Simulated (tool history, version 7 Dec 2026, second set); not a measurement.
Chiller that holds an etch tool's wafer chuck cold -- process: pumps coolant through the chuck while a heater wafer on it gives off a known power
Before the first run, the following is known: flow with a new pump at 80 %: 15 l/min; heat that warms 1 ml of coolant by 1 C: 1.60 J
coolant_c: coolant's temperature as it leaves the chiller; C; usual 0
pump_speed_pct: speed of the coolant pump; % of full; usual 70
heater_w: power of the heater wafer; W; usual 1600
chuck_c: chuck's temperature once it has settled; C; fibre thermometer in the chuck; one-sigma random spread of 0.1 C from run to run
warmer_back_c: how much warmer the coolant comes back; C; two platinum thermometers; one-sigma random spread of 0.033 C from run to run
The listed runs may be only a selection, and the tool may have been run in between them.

run   hour  coolant_c  pump_speed_pct  heater_w  chuck_c  warmer_back_c
  1      0          0              70      1600     12.6            4.6
  2   67.5          0              70      1600     12.7           4.58
  3  114.3          0              70      1600     12.5           4.63
  4  151.4          0              70      1600     12.6           4.68
  5  217.6          0              70      1600     12.6           4.64
     228.1  -- coolant pump overhauled
  6  298.3          0              70      1600     12.6           4.64
  7  379.5          1              72       805      7.3           2.27
  8  456.3          5              86       805     10.6           1.96
  9  522.4          5              86      2237     20.5           5.25
     575.1  -- coolant pump overhauled, once more
 10  599.3         -7              62       808        0           2.61
 11  676.1          9              63       822     16.1           2.58
 12  743.9          0              70      1600     12.8            4.6

Here are 4 independent what-if runs from the current tool condition. What would each one return?
  A  794.5          0              70      1512        ?              ?
  B  794.5         -7              70      1978        ?              ?
  C  794.5          1              61      1600        ?              ?
  D  794.5          0              67      1600        ?              ?

run  chuck_c  warmer_back_c
  A     12.2           4.35
  B      8.9           5.76
  C       15           5.23
  D       13           4.79
What these runs would have given with no unlogged condition in the tool:
run  chuck_c  warmer_back_c
  A     10.4           4.34
  B      6.6           5.74
  C       13           5.22
  D     11.1           4.78
